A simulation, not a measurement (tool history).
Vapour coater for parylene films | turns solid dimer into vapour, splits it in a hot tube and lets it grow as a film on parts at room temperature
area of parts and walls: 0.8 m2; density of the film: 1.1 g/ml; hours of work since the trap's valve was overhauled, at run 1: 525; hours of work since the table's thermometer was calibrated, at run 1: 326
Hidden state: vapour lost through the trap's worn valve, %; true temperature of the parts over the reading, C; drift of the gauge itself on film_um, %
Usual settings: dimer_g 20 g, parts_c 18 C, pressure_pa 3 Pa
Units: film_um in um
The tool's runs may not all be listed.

run     day  dimer_g  parts_c  pressure_pa  hours of work since the trap's valve was overhauled  hours of work since the table's thermometer was calibrated  film_um
  1       0       20       18            3                                                  525                                                         326     13.2
  2   1.642       20       18         5.86                                                  552                                                         353    11.53
  3   3.525       20       18            3                                                  582                                                         383    13.17
  4   4.904       20       18            3                                                  604                                                         405    13.02
  5   6.538       20       12            3                                                  631                                                         432    17.13
      7.154  -- trap's valve overhauled
  6   8.608       19       12            3                                                   23                                                         462    15.74
  7    9.65       19       12            3                                                   40                                                         479    15.57
  8  10.704       19       12            3                                                   57                                                         496    15.62
  9  11.571       20       19            3                                                   71                                                         510    12.45
 10  12.979       20       19            3                                                   94                                                         533    12.17
 11  14.604       20       19            3                                                  120                                                         559    12.14
 12  16.112       20       19            3                                                  144                                                         583    12.24
     17.112  -- trap's valve overhauled, once more
 13  17.479       25       18            3                                                    6                                                         603    17.54
 14  18.542       25       18            3                                                   23                                                         620    17.46
 15    20.2       25       18            3                                                   50                                                         647    17.44
 16  21.071       25       18            3                                                   64                                                         661     17.4
 17  22.796       20       18         9.89                                                   92                                                         689    10.93
 18  23.988       20       18         9.89                                                  111                                                         708    10.83
 19  25.654       20       13            3                                                  138                                                         735    17.16
 20  27.438       20       13            3                                                  166                                                         763    17.12
 21  28.738       20       13            3                                                  187                                                         784    17.34
 22  29.983       20       13            3                                                  208                                                         804    17.02
 23  31.479       20       18            3                                                  232                                                         829    13.86
 24  32.871       21       18            3                                                  254                                                         851    14.44
 25   34.25       21       18            3                                                  276                                                         873    14.48
 26  35.854       22       18         5.14                                                  302                                                         899    13.38
 27  37.712        9       29         7.76                                                  332                                                         929     3.14
 28  38.733        9       29         7.76                                                  349                                                         946     3.16

The next listed run, before its measurement:
 29  40.638       16       29         7.76                                                  379                                                         976        ?

film_um: 5.62 um
Without the tool's hidden state the same run would have given film_um 5.7 um.
